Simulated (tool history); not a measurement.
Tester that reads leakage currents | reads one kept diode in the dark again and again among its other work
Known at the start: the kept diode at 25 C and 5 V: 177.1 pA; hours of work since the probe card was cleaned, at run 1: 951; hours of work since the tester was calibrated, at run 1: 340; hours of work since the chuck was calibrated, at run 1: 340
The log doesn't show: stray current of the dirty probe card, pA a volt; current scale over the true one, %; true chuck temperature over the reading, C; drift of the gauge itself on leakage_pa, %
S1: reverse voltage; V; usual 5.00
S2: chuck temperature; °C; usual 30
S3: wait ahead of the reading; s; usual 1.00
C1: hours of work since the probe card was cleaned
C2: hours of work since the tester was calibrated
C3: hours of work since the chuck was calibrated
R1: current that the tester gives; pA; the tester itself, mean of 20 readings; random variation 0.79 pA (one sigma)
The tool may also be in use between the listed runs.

run    hour     S1  S2    S3    C1    C2    C3       R1
  1     0.0   5.00  30  1.00   951   340   340   270.69
  2    82.7   5.00  30  1.00   985   374   374   270.91
  3   185.3   5.00  30  1.00  1027   416   416   272.87
  4   293.4   5.00  30  1.00  1071   461   461   273.83
  5   391.1   5.00  30  1.00  1112   501   501   273.43
  6   498.4   5.00  30  1.00  1156   545   545   274.77
  7   572.1   5.00  30  1.95  1186   575   575   273.07
  8   655.9   9.08  30  1.00  1220   610   610   361.92
  9   750.2   5.00  30  1.00  1259   649   649   273.49
 10   833.1   5.00  30  1.00  1293   683   683   277.58
 11   913.5   5.00  30  1.00  1326   716   716   275.45
 12   994.7   5.00  30  1.00  1360   749   749   275.76
 13  1056.7   5.00  30  1.00  1385   775   775   276.12
 14  1116.1   5.00  30  1.00  1410   799   799   277.25
 15  1241.3   5.00  30  1.00  1461   851   851   277.24
 16  1302.9   5.00  30  1.00  1486   876   876   277.66
 17  1401.6   1.08  30  1.00  1527   916   916   137.33
 18  1495.2   1.08  30  2.57  1566   955   955   137.37
 19  1568.8   5.46  30  1.00  1596   985   985   289.98
 20  1627.7   5.46  30  1.00  1620  1009  1009   289.94
     1688.5  -- probe card cleaned and baked
 21  1724.1   2.71  30  1.92    15  1048  1048   207.67
 22  1791.5   2.71  30  1.92    42  1075  1075   207.28
 23  1907.1   2.71  30  1.92    90  1123  1123   207.24
 24  2040.0   5.00  30  0.62   145  1178  1178   277.63
 25  2130.5   2.03  46  2.10   182  1215  1215   588.13
 26  2196.6  14.09  48  5.51   209  1242  1242  1630.24
     2209.1  -- tester calibrated
 27  2329.5  14.09  48  5.51   263    50  1296  1631.62
 28  2464.5   6.12  23  0.76   318   105  1351   176.79
 29  2521.3   6.12  23  0.76   342   128  1375   177.94
 30  2596.8   8.35  29  3.00   373   159  1406   323.89
 31  2656.2   8.35  29  3.00   397   184  1430   325.46
 32  2783.4   1.09  38  2.15   449   236  1482   250.92
 33  2898.0   1.09  41  1.90   496   283  1530   313.33

Run 34 comes next. What will it give?
 34  2960.1  5.00  30  3.31  522  309  1555   ?

{"run 34": {"R1": 279.12}}
Without the tool's hidden state the same run would have given R1 262.20 pA.
